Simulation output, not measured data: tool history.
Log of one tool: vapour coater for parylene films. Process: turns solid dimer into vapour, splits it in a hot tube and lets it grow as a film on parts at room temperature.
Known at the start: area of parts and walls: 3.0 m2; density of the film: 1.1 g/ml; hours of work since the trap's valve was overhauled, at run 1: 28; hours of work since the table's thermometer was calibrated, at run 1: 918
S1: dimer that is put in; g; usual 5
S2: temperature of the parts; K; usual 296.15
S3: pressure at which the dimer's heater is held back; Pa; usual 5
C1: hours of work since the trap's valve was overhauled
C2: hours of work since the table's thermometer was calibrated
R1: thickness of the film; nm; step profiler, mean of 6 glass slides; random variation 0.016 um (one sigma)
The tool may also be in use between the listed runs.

| run | hour | S1 | S2 | S3 | C1 | C2 | R1 |
|---|---|---|---|---|---|---|---|
| 1 | 0 | 5 | 296.15 | 5 | 28 | 918 | 950 |
| 2 | 42.5 | 5 | 296.15 | 5 | 52 | 942 | 960 |
| 3 | 80.9 | 5 | 296.15 | 5 | 74 | 964 | 950 |
| 4 | 114.1 | 5 | 296.15 | 5 | 93 | 983 | 920 |
| 5 | 154.1 | 5 | 296.15 | 5 | 116 | 1007 | 940 |
| 6 | 173.2 | 5 | 296.15 | 2.62 | 127 | 1018 | 1020 |
| 7 | 199.1 | 3 | 296.15 | 5 | 142 | 1033 | 580 |
| 8 | 234.6 | 5 | 296.15 | 5 | 163 | 1053 | 940 |
| 9 | 255.5 | 5 | 296.15 | 5 | 175 | 1065 | 920 |
| 10 | 280.7 | 5 | 296.15 | 5 | 189 | 1080 | 930 |
| 11 | 309.1 | 5 | 291.15 | 5 | 206 | 1096 | 1150 |
| 12 | 345.4 | 5 | 291.15 | 5 | 227 | 1117 | 1160 |
| 13 | 383.6 | 5 | 296.15 | 5 | 249 | 1139 | 950 |
| 14 | 425.7 | 5 | 296.15 | 5 | 273 | 1163 | 950 |
| 15 | 448.8 | 5 | 296.15 | 5 | 286 | 1177 | 950 |
| 16 | 490.2 | 5 | 296.15 | 5 | 310 | 1200 | 910 |
| 17 | 511.8 | 5 | 296.15 | 5 | 323 | 1213 | 940 |
| 18 | 548.2 | 3 | 296.15 | 5 | 344 | 1234 | 550 |
| 19 | 566.2 | 9 | 296.15 | 5 | 354 | 1244 | 1670 |
| 20 | 603.8 | 9 | 296.15 | 5 | 376 | 1266 | 1700 |
| 21 | 640.1 | 9 | 296.15 | 5 | 397 | 1287 | 1670 |
| 22 | 663.2 | 9 | 296.15 | 5 | 410 | 1300 | 1670 |
| 23 | 688.5 | 2 | 296.15 | 5 | 425 | 1315 | 380 |
| 24 | 717.2 | 3 | 296.15 | 5.38 | 441 | 1331 | 550 |
| 25 | 751.8 | 5 | 300.15 | 5 | 461 | 1351 | 800 |
| 26 | 793.4 | 8 | 305.15 | 11.94 | 485 | 1375 | 910 |
| 27 | 822.3 | 8 | 305.15 | 11.94 | 502 | 1392 | 920 |
| 28 | 842 | 5 | 293.15 | 4.53 | 513 | 1403 | 1110 |
| 29 | 861.7 | 5 | 290.15 | 9.1 | 524 | 1415 | 1140 |
| 30 | 887.9 | 5 | 290.15 | 9.1 | 540 | 1430 | 1120 |
| 31 | 923.6 | 5 | 294.15 | 9.1 | 560 | 1450 | 950 |
| 32 | 964.5 | 5 | 296.15 | 10.78 | 584 | 1474 | 870 |
| 33 | 990.2 | 4 | 290.15 | 5.19 | 599 | 1489 | 970 |
| 34 | 1019.1 | 3 | 292.15 | 4.7 | 615 | 1505 | 640 |
|  | 1042.7 | trap's valve overhauled |
| 35 | 1052.5 | 3 | 292.15 | 4.7 | 6 | 1522 | 680 |
| 36 | 1090.3 | 3 | 292.15 | 4.7 | 27 | 1544 | 660 |
| 37 | 1123.2 | 3 | 292.15 | 4.7 | 46 | 1563 | 650 |
| 38 | 1151.6 | 3 | 292.15 | 5.03 | 63 | 1579 | 650 |
| 39 | 1193.7 | 3 | 292.15 | 5.03 | 87 | 1604 | 680 |
| 40 | 1218.4 | 3 | 296.15 | 2.6 | 101 | 1618 | 630 |

5 ways to go on from here, each from the tool as it stands after run 40. What would each give?
| A | 1260.2 | 3 | 289.15 | 3.45 | 125 | 1642 | ? |
| B | 1260.2 | 9 | 290.15 | 3.36 | 125 | 1642 | ? |
| C | 1260.2 | 2 | 299.15 | 3.62 | 125 | 1642 | ? |
| D | 1260.2 | 3 | 290.15 | 2.6 | 125 | 1642 | ? |
| E | 1260.2 | 5 | 299.15 | 10.46 | 125 | 1642 | ? |

| run | R1 |
|---|---|
| A | 790 |
| B | 2340 |
| C | 340 |
| D | 760 |
| E | 770 |
Without the tool's hidden state the same runs would have given:
| run | R1 |
|---|---|
| A | 790 |
| B | 2350 |
| C | 340 |
| D | 760 |
| E | 770 |
